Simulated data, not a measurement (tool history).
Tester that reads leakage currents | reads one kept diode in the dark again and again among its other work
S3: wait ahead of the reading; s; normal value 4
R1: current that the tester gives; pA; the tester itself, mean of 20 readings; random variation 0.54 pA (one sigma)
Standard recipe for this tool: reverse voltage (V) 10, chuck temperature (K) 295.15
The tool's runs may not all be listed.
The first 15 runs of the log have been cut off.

{"run": 16, "hour": 559.4, "reverse voltage (V)": 10, "chuck temperature (K)": 332.15, "S3": 4, "R1": 3250.97}
{"run": 17, "hour": 585.1, "reverse voltage (V)": 10, "chuck temperature (K)": 332.15, "S3": 4, "R1": 3244.01}
{"run": 18, "hour": 608.0, "reverse voltage (V)": 10, "chuck temperature (K)": 332.15, "S3": 4, "R1": 3257.91}
{"run": 19, "hour": 640.1, "reverse voltage (V)": 10, "chuck temperature (K)": 332.15, "S3": 4, "R1": 3252.53}
{"run": 20, "hour": 687.0, "reverse voltage (V)": 10, "chuck temperature (K)": 295.15, "S3": 4, "R1": 176.59}
{"run": 21, "hour": 716.7, "reverse voltage (V)": 10, "chuck temperature (K)": 295.15, "S3": 4, "R1": 178.1}
{"run": 22, "hour": 740.0, "reverse voltage (V)": 10, "chuck temperature (K)": 299.15, "S3": 0.74, "R1": 254.87}
{"hour": 781.9, "done": "chuck's temperature calibrated"}
{"run": 23, "hour": 782.0, "reverse voltage (V)": 11.5, "chuck temperature (K)": 299.15, "S3": 0.74, "R1": 266.63}
{"run": 24, "hour": 825.9, "reverse voltage (V)": 11.5, "chuck temperature (K)": 299.15, "S3": 0.74, "R1": 266.44}
{"run": 25, "hour": 851.7, "reverse voltage (V)": 11.5, "chuck temperature (K)": 299.15, "S3": 0.74, "R1": 265.65}
{"run": 26, "hour": 876.4, "reverse voltage (V)": 1.9, "chuck temperature (K)": 331.15, "S3": 0.4, "R1": 1763.81}
{"run": 27, "hour": 911.1, "reverse voltage (V)": 1.9, "chuck temperature (K)": 331.15, "S3": 0.4, "R1": 1768.18}
{"run": 28, "hour": 952.6, "reverse voltage (V)": 1.9, "chuck temperature (K)": 331.15, "S3": 0.4, "R1": 1764.78}
{"run": 29, "hour": 989.4, "reverse voltage (V)": 1.9, "chuck temperature (K)": 331.15, "S3": 0.4, "R1": 1765.42}
{"run": 30, "hour": 1028.5, "reverse voltage (V)": 1.9, "chuck temperature (K)": 331.15, "S3": 0.4, "R1": 1772.35}
{"run": 31, "hour": 1053.9, "reverse voltage (V)": 10, "chuck temperature (K)": 324.15, "S3": 4, "R1": 1835.89}
{"run": 32, "hour": 1107.7, "reverse voltage (V)": 10, "chuck temperature (K)": 324.15, "S3": 4, "R1": 1835.82}
{"run": 33, "hour": 1159.1, "reverse voltage (V)": 10, "chuck temperature (K)": 324.15, "S3": 4, "R1": 1822.98}
{"run": 34, "hour": 1204.3, "reverse voltage (V)": 1.2, "chuck temperature (K)": 294.15, "S3": 0.58, "R1": 82.11}
{"run": 35, "hour": 1257.8, "reverse voltage (V)": 1.2, "chuck temperature (K)": 294.15, "S3": 0.58, "R1": 82.05}
{"run": 36, "hour": 1282.9, "reverse voltage (V)": 9, "chuck temperature (K)": 313.15, "S3": 5.38, "R1": 771.83}
{"run": 37, "hour": 1321.3, "reverse voltage (V)": 1.1, "chuck temperature (K)": 295.15, "S3": 3.83, "R1": 87.14}
{"run": 38, "hour": 1355.3, "reverse voltage (V)": 1.4, "chuck temperature (K)": 318.15, "S3": 1.82, "R1": 616.87}
{"run": 39, "hour": 1385.1, "reverse voltage (V)": 2.4, "chuck temperature (K)": 308.15, "S3": 5.68, "R1": 334.13}

Branching from run 39: 3 alternative next runs. What would each branch give?
{"run": "A", "hour": 1421.5, "reverse voltage (V)": 2.4, "chuck temperature (K)": 308.15, "S3": 2.1, "R1": "?"}
{"run": "B", "hour": 1421.5, "reverse voltage (V)": 1.7, "chuck temperature (K)": 308.15, "S3": 0.75, "R1": "?"}
{"run": "C", "hour": 1421.5, "reverse voltage (V)": 10, "chuck temperature (K)": 295.15, "S3": 1.13, "R1": "?"}

run=A R1=336.63
run=B R1=299.97
run=C R1=179.39
Without the tool's hidden state the same runs would have given:
run=A R1=336.49
run=B R1=299.85
run=C R1=179.2
